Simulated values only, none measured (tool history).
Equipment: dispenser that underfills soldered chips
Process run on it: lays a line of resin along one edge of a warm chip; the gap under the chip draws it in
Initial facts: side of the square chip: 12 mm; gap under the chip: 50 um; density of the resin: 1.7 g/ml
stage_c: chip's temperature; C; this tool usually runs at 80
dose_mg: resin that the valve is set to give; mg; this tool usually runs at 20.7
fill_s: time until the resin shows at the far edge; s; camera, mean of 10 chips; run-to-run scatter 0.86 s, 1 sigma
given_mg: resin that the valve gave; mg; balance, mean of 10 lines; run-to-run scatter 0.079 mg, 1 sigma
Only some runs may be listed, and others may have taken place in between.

Run 1, hour 0: usual settings. Result: fill_s 80.5 s, given_mg 20.28 mg.
Run 2, hour 5.6: usual settings. Result: fill_s 90.9 s, given_mg 20.34 mg.
At hour 10.9: dispensing valve cleaned and set on the balance.
At hour 12.3: new syringe of resin.
Run 3, hour 12.3: usual settings. Result: fill_s 80.2 s, given_mg 20.84 mg.
Run 4, hour 16.3: usual settings. Result: fill_s 86.2 s, given_mg 20.71 mg.
Run 5, hour 22.7: usual settings. Result: fill_s 99.6 s, given_mg 20.6 mg.
At hour 24: new syringe of resin.
Run 6, hour 27.4: usual settings but stage_c 92 C. Result: fill_s 48.8 s, given_mg 20.48 mg.
Run 7, hour 32.1: usual settings. Result: fill_s 93.9 s, given_mg 20.49 mg.
At hour 35.6: new syringe of resin.
Run 8, hour 36.6: usual settings. Result: fill_s 83.2 s, given_mg 20.53 mg.
Run 9, hour 40.8: usual settings but dose_mg 26.6 mg. Result: fill_s 88.6 s, given_mg 26.41 mg.
Run 10, hour 43.9: usual settings but dose_mg 26.6 mg. Result: fill_s 95 s, given_mg 26.31 mg.
At hour 47.3: new syringe of resin.
Run 11, hour 48.8: usual settings but stage_c 82 C. Result: fill_s 75.4 s, given_mg 20.49 mg.
Run 12, hour 54.2: usual settings but stage_c 75 C, dose_mg 20.6 mg. Result: fill_s 121.4 s, given_mg 20.43 mg.
At hour 58.9: new syringe of resin.
Run 13, hour 59.3: usual settings but stage_c 74 C, dose_mg 19.8 mg. Result: fill_s 112.8 s, given_mg 19.61 mg.
Run 14, hour 64.2: usual settings but stage_c 66 C, dose_mg 21.3 mg. Result: fill_s 189.2 s, given_mg 21.03 mg.
Run 15, hour 67: usual settings but stage_c 86 C, dose_mg 24.7 mg. Result: fill_s 71.3 s, given_mg 24.37 mg.
At hour 70.5: new syringe of resin.
Run 16, hour 71.4: usual settings but stage_c 87 C, dose_mg 18.3 mg. Result: fill_s 61.5 s, given_mg 18.09 mg.
Run 17, hour 77.8: usual settings but stage_c 75 C, dose_mg 19.4 mg. Result: fill_s 126.4 s, given_mg 19.04 mg.
At hour 82.1: new syringe of resin.
Run 18, hour 83.5: usual settings but stage_c 89 C, dose_mg 21.8 mg. Result: fill_s 55.7 s, given_mg 21.52 mg.
Run 19, hour 87.6: usual settings but stage_c 77 C, dose_mg 18.6 mg. Result: fill_s 108.2 s, given_mg 18.29 mg.
Run 20, hour 93.3: usual settings but dose_mg 19.9 mg. Result: fill_s 104.4 s, given_mg 19.44 mg.
At hour 94.2: new syringe of resin.
Run 21, hour 97.5: usual settings but dose_mg 26 mg. Result: fill_s 86.5 s, given_mg 25.53 mg.

Each run again, without the hidden state but with its own random variation kept:
What the log doesn't record here: resin's viscosity, % of fresh resin's; dose that the valve gives, % of what is set; true chip temperature over the reading, C; drift of the gauge itself on fill_s, %; drift of the gauge itself on given_mg, %.
run  fill_s  given_mg
  1    79.4     20.65
  2    80.2     20.74
  3      80     20.84
  4    79.5     20.73
  5    80.9     20.64
  6    45.2     20.56
  7    79.4     20.59
  8    80.8     20.66
  9    79.3     26.59
 10    80.1     26.52
 11    71.6     20.68
 12   103.6     20.64
 13   109.8     19.84
 14   167.3      21.3
 15    59.7     24.71
 16    58.6     18.36
 17   106.2     19.35
 18    52.6     21.91
 19      94     18.64
 20    81.1     19.84
 21    80.1     26.08
